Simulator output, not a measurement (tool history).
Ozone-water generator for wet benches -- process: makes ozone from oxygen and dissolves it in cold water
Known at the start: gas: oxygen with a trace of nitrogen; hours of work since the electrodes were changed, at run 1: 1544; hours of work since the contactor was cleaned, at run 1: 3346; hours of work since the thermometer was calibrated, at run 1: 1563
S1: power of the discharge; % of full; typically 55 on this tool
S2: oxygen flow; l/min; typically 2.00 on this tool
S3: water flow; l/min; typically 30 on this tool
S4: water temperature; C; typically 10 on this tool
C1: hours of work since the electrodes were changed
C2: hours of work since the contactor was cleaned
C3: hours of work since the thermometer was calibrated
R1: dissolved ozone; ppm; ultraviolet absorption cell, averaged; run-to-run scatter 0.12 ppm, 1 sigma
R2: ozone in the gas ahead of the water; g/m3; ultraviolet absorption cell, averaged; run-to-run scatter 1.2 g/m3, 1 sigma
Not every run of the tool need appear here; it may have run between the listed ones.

run 1 hour=0.0 | S1=55 S2=2.00 S3=30 S4=10 | C1=1544 C2=3346 C3=1563 | R1=9.1 R2=221.8
run 2 hour=86.4 | S1=55 S2=2.00 S3=30 S4=10 | C1=1597 C2=3399 C3=1615 | R1=9.2 R2=220.4
run 3 hour=163.3 | S1=55 S2=2.00 S3=22 S4=10 | C1=1643 C2=3445 C3=1661 | R1=12.6 R2=219.1
run 4 hour=256.1 | S1=55 S2=2.00 S3=30 S4=10 | C1=1699 C2=3501 C3=1717 | R1=9.0 R2=219.2
run 5 hour=300.6 | S1=55 S2=2.00 S3=30 S4=10 | C1=1726 C2=3528 C3=1744 | R1=9.2 R2=219.5
run 6 hour=352.4 | S1=55 S2=2.00 S3=30 S4=10 | C1=1757 C2=3559 C3=1775 | R1=9.1 R2=219.3
run 7 hour=400.8 | S1=55 S2=2.00 S3=30 S4=10 | C1=1786 C2=3588 C3=1805 | R1=9.2 R2=221.4
run 8 hour=501.0 | S1=55 S2=2.00 S3=30 S4=10 | C1=1847 C2=3649 C3=1865 | R1=9.1 R2=218.5
run 9 hour=560.4 | S1=55 S2=2.00 S3=30 S4=10 | C1=1882 C2=3684 C3=1901 | R1=8.9 R2=219.7
run 10 hour=636.1 | S1=55 S2=2.00 S3=30 S4=10 | C1=1928 C2=3730 C3=1946 | R1=9.1 R2=219.9
run 11 hour=694.9 | S1=55 S2=2.00 S3=30 S4=10 | C1=1964 C2=3766 C3=1982 | R1=9.0 R2=220.7
run 12 hour=777.9 | S1=55 S2=2.00 S3=30 S4=10 | C1=2014 C2=3816 C3=2032 | R1=8.8 R2=220.0
run 13 hour=825.1 | S1=55 S2=2.00 S3=30 S4=12 | C1=2042 C2=3844 C3=2060 | R1=8.8 R2=218.7
run 14 hour=889.2 | S1=55 S2=1.15 S3=30 S4=10 | C1=2081 C2=3883 C3=2099 | R1=7.4 R2=297.2
run 15 hour=953.0 | S1=55 S2=1.15 S3=30 S4=10 | C1=2119 C2=3921 C3=2138 | R1=7.4 R2=297.1
run 16 hour=1053.5 | S1=55 S2=2.00 S3=30 S4=10 | C1=2180 C2=3982 C3=2198 | R1=9.0 R2=218.3
run 17 hour=1138.7 | S1=55 S2=2.00 S3=30 S4=10 | C1=2231 C2=4033 C3=2250 | R1=9.0 R2=219.6
-- hour=1147.3 water thermometer calibrated
run 18 hour=1246.3 | S1=55 S2=2.00 S3=30 S4=10 | C1=2296 C2=4098 C3=60 | R1=8.7 R2=218.5
run 19 hour=1310.4 | S1=55 S2=2.00 S3=19 S4=12 | C1=2334 C2=4136 C3=98 | R1=13.8 R2=216.8
run 20 hour=1397.8 | S1=97 S2=2.00 S3=30 S4=15 | C1=2387 C2=4189 C3=151 | R1=13.7 R2=335.9
run 21 hour=1468.8 | S1=76 S2=2.00 S3=19 S4=10 | C1=2430 C2=4232 C3=194 | R1=18.6 R2=280.6
run 22 hour=1516.2 | S1=55 S2=2.00 S3=22 S4=16 | C1=2459 C2=4261 C3=222 | R1=11.6 R2=216.5
run 23 hour=1564.2 | S1=63 S2=2.00 S3=30 S4=10 | C1=2488 C2=4290 C3=251 | R1=10.0 R2=241.0
-- hour=1612.8 water thermometer calibrated, once more
run 24 hour=1620.5 | S1=63 S2=2.00 S3=30 S4=10 | C1=2521 C2=4323 C3=5 | R1=9.8 R2=241.9
run 25 hour=1722.7 | S1=55 S2=2.00 S3=30 S4=10 | C1=2583 C2=4385 C3=66 | R1=8.7 R2=217.0
run 26 hour=1821.6 | S1=49 S2=2.00 S3=30 S4=16 | C1=2642 C2=4444 C3=126 | R1=7.7 R2=197.3
run 27 hour=1884.9 | S1=59 S2=1.92 S3=30 S4=10 | C1=2681 C2=4483 C3=164 | R1=9.4 R2=232.5
run 28 hour=1947.5 | S1=55 S2=2.00 S3=36 S4=12 | C1=2718 C2=4520 C3=202 | R1=7.1 R2=213.5
run 29 hour=2049.7 | S1=55 S2=2.00 S3=36 S4=12 | C1=2780 C2=4582 C3=263 | R1=7.1 R2=215.5
run 30 hour=2126.3 | S1=55 S2=2.00 S3=36 S4=12 | C1=2826 C2=4628 C3=310 | R1=7.1 R2=214.3
run 31 hour=2232.1 | S1=55 S2=2.00 S3=36 S4=12 | C1=2890 C2=4692 C3=373 | R1=7.1 R2=213.5
run 32 hour=2295.0 | S1=55 S2=2.00 S3=36 S4=12 | C1=2928 C2=4730 C3=411 | R1=7.0 R2=215.1

Forecast run 33:
run 33 hour=2392.4 | S1=55 S2=2.00 S3=36 S4=12 | C1=2987 C2=4789 C3=470 | R1=? R2=?

R1: 7.2 ppm
R2: 215.1 g/m3
Without the tool's hidden state the same run would have given R1 8.1 ppm, R2 227.8 g/m3.
